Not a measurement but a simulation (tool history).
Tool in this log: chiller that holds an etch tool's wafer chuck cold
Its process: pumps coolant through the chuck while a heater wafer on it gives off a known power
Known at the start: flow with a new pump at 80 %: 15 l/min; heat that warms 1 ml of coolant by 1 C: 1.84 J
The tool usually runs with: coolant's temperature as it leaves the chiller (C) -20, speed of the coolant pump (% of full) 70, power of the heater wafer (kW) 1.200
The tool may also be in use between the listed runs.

run	hour	coolant's temperature as it leaves the chiller (C)	speed of the coolant pump (% of full)	power of the heater wafer (kW)	chuck's temperature once it has settled (C)	how much warmer the coolant comes back (C)
1	0.0	-20	70	1.200	-12.32	3.05
2	127.1	-20	70	1.283	-11.69	3.27
3	295.0	-20	70	1.283	-11.67	3.31
4	487.6	-20	70	1.283	-11.59	3.33
5	658.0	-25	70	1.200	-17.18	3.11
6	754.2	-25	70	1.200	-17.10	3.10
7	873.9	-20	70	1.200	-12.25	3.12
8	1039.4	-20	70	1.200	-12.25	3.08
9	1181.6	-20	80	1.200	-12.86	2.70
10	1292.0	-20	80	1.200	-12.75	2.75
# hour 1313.3: coolant pump overhauled
11	1406.3	-27	80	0.760	-22.53	1.72
12	1550.6	-12	66	1.784	0.43	5.13
13	1702.3	-12	97	0.786	-7.82	1.49
14	1899.0	-18	97	0.786	-13.81	1.42
15	2084.9	-29	62	1.106	-20.99	3.47
# hour 2229.9: coolant pump overhauled, once more
16	2253.3	-14	77	1.210	-6.66	2.70
17	2422.5	-14	61	1.770	-1.33	5.20
18	2627.5	-14	61	0.749	-8.91	2.15
19	2749.9	-28	75	0.749	-23.51	1.74

Here are 4 independent what-if runs from the current tool condition. What would each one return?
A	2914.6	-17	75	0.749	?	?
B	2914.6	-12	69	0.863	?	?
C	2914.6	-11	92	0.749	?	?
D	2914.6	-28	61	1.110	?	?

run	chuck's temperature once it has settled (C)	how much warmer the coolant comes back (C)
A	-12.65	1.76
B	-6.36	2.19
C	-7.01	1.37
D	-20.18	3.27
Stripped of hidden state, with their random variation kept, the same runs would have yielded:
run	chuck's temperature once it has settled (C)	how much warmer the coolant comes back (C)
A	-12.62	1.75
B	-6.41	2.18
C	-6.95	1.36
D	-20.38	3.25

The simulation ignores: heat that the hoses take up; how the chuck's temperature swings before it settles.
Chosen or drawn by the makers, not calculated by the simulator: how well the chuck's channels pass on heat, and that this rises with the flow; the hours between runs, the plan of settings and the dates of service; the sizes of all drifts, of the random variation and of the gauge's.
